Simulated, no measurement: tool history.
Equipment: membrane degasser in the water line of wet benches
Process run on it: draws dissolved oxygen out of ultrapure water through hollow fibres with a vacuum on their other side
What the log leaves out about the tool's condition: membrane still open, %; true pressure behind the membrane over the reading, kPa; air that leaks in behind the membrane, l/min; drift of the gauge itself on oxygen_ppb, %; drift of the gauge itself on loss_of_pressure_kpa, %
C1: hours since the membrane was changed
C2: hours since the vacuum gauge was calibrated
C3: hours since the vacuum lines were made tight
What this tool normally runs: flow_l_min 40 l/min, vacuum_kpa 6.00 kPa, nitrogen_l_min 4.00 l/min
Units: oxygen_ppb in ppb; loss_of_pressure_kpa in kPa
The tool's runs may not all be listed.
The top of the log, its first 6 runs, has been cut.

run 7 day=16.396 | flow_l_min=40 vacuum_kpa=6.00 nitrogen_l_min=5.76 | C1=3014 C2=4224 C3=13303 | oxygen_ppb=288.1 loss_of_pressure_kpa=49.96
run 8 day=18.700 | flow_l_min=40 vacuum_kpa=6.00 nitrogen_l_min=5.76 | C1=3069 C2=4279 C3=13358 | oxygen_ppb=295.6 loss_of_pressure_kpa=49.93
run 9 day=20.762 | flow_l_min=40 vacuum_kpa=6.00 nitrogen_l_min=5.76 | C1=3118 C2=4329 C3=13408 | oxygen_ppb=286.9 loss_of_pressure_kpa=50.16
run 10 day=22.800 | flow_l_min=40 vacuum_kpa=6.00 nitrogen_l_min=4.00 | C1=3167 C2=4378 C3=13457 | oxygen_ppb=305.9 loss_of_pressure_kpa=49.91
run 11 day=24.525 | flow_l_min=40 vacuum_kpa=6.00 nitrogen_l_min=4.00 | C1=3209 C2=4419 C3=13498 | oxygen_ppb=310.5 loss_of_pressure_kpa=50.01
run 12 day=26.267 | flow_l_min=40 vacuum_kpa=6.00 nitrogen_l_min=4.00 | C1=3251 C2=4461 C3=13540 | oxygen_ppb=303.1 loss_of_pressure_kpa=49.86
run 13 day=28.871 | flow_l_min=40 vacuum_kpa=6.00 nitrogen_l_min=4.00 | C1=3313 C2=4524 C3=13603 | oxygen_ppb=309.5 loss_of_pressure_kpa=50.12
run 14 day=30.562 | flow_l_min=40 vacuum_kpa=6.00 nitrogen_l_min=4.00 | C1=3354 C2=4564 C3=13643 | oxygen_ppb=313.4 loss_of_pressure_kpa=49.76
run 15 day=32.117 | flow_l_min=40 vacuum_kpa=4.01 nitrogen_l_min=4.00 | C1=3391 C2=4601 C3=13680 | oxygen_ppb=261.6 loss_of_pressure_kpa=50.12
run 16 day=34.242 | flow_l_min=40 vacuum_kpa=4.01 nitrogen_l_min=4.00 | C1=3442 C2=4653 C3=13731 | oxygen_ppb=263.1 loss_of_pressure_kpa=49.86
-- day=36.704 vacuum gauge calibrated
run 17 day=36.800 | flow_l_min=55 vacuum_kpa=6.26 nitrogen_l_min=4.00 | C1=3503 C2=2 C3=13792 | oxygen_ppb=422.2 loss_of_pressure_kpa=68.35
run 18 day=39.583 | flow_l_min=54 vacuum_kpa=13.05 nitrogen_l_min=3.15 | C1=3570 C2=69 C3=13859 | oxygen_ppb=676.8 loss_of_pressure_kpa=67.85
run 19 day=41.367 | flow_l_min=26 vacuum_kpa=6.00 nitrogen_l_min=11.63 | C1=3612 C2=112 C3=13902 | oxygen_ppb=163.2 loss_of_pressure_kpa=32.85
run 20 day=43.346 | flow_l_min=28 vacuum_kpa=6.00 nitrogen_l_min=4.60 | C1=3660 C2=159 C3=13949 | oxygen_ppb=203.0 loss_of_pressure_kpa=35.15
run 21 day=46.838 | flow_l_min=28 vacuum_kpa=6.00 nitrogen_l_min=4.60 | C1=3744 C2=243 C3=14033 | oxygen_ppb=201.7 loss_of_pressure_kpa=35.16
run 22 day=50.079 | flow_l_min=40 vacuum_kpa=14.61 nitrogen_l_min=3.02 | C1=3822 C2=321 C3=14111 | oxygen_ppb=567.3 loss_of_pressure_kpa=50.33
run 23 day=52.817 | flow_l_min=40 vacuum_kpa=5.90 nitrogen_l_min=1.67 | C1=3887 C2=387 C3=14177 | oxygen_ppb=375.6 loss_of_pressure_kpa=50.22
run 24 day=55.979 | flow_l_min=45 vacuum_kpa=6.00 nitrogen_l_min=4.00 | C1=3963 C2=463 C3=14253 | oxygen_ppb=344.0 loss_of_pressure_kpa=56.28
run 25 day=58.121 | flow_l_min=25 vacuum_kpa=11.96 nitrogen_l_min=7.83 | C1=4015 C2=514 C3=14304 | oxygen_ppb=205.0 loss_of_pressure_kpa=31.63
run 26 day=61.229 | flow_l_min=25 vacuum_kpa=11.96 nitrogen_l_min=7.83 | C1=4089 C2=589 C3=14379 | oxygen_ppb=211.0 loss_of_pressure_kpa=31.84
run 27 day=63.688 | flow_l_min=25 vacuum_kpa=11.96 nitrogen_l_min=7.83 | C1=4148 C2=648 C3=14438 | oxygen_ppb=207.3 loss_of_pressure_kpa=31.24
-- day=64.029 seals of the vacuum lines changed
run 28 day=66.738 | flow_l_min=25 vacuum_kpa=11.96 nitrogen_l_min=7.07 | C1=4219 C2=719 C3=65 | oxygen_ppb=213.1 loss_of_pressure_kpa=31.32
run 29 day=70.212 | flow_l_min=29 vacuum_kpa=6.00 nitrogen_l_min=4.63 | C1=4303 C2=802 C3=148 | oxygen_ppb=212.7 loss_of_pressure_kpa=36.83
run 30 day=73.471 | flow_l_min=33 vacuum_kpa=6.00 nitrogen_l_min=6.48 | C1=4381 C2=880 C3=227 | oxygen_ppb=233.6 loss_of_pressure_kpa=41.59

3 options for the next run, each taken on its own from the tool as it stands now. Forecast them:
run A day=76.696 | flow_l_min=33 vacuum_kpa=6.00 nitrogen_l_min=3.82 | C1=4458 C2=958 C3=304 | oxygen_ppb=? loss_of_pressure_kpa=?
run B day=76.696 | flow_l_min=27 vacuum_kpa=6.00 nitrogen_l_min=2.32 | C1=4458 C2=958 C3=304 | oxygen_ppb=? loss_of_pressure_kpa=?
run C day=76.696 | flow_l_min=27 vacuum_kpa=13.14 nitrogen_l_min=11.20 | C1=4458 C2=958 C3=304 | oxygen_ppb=? loss_of_pressure_kpa=?

run=A oxygen_ppb=253.1 loss_of_pressure_kpa=41.49
run=B oxygen_ppb=229.6 loss_of_pressure_kpa=33.97
run=C oxygen_ppb=215.3 loss_of_pressure_kpa=33.97
The same runs, with their run-to-run variation unchanged, on a tool lacking any hidden condition would have given:
run=A oxygen_ppb=234.8 loss_of_pressure_kpa=40.48
run=B oxygen_ppb=213.8 loss_of_pressure_kpa=33.15
run=C oxygen_ppb=200.4 loss_of_pressure_kpa=33.15

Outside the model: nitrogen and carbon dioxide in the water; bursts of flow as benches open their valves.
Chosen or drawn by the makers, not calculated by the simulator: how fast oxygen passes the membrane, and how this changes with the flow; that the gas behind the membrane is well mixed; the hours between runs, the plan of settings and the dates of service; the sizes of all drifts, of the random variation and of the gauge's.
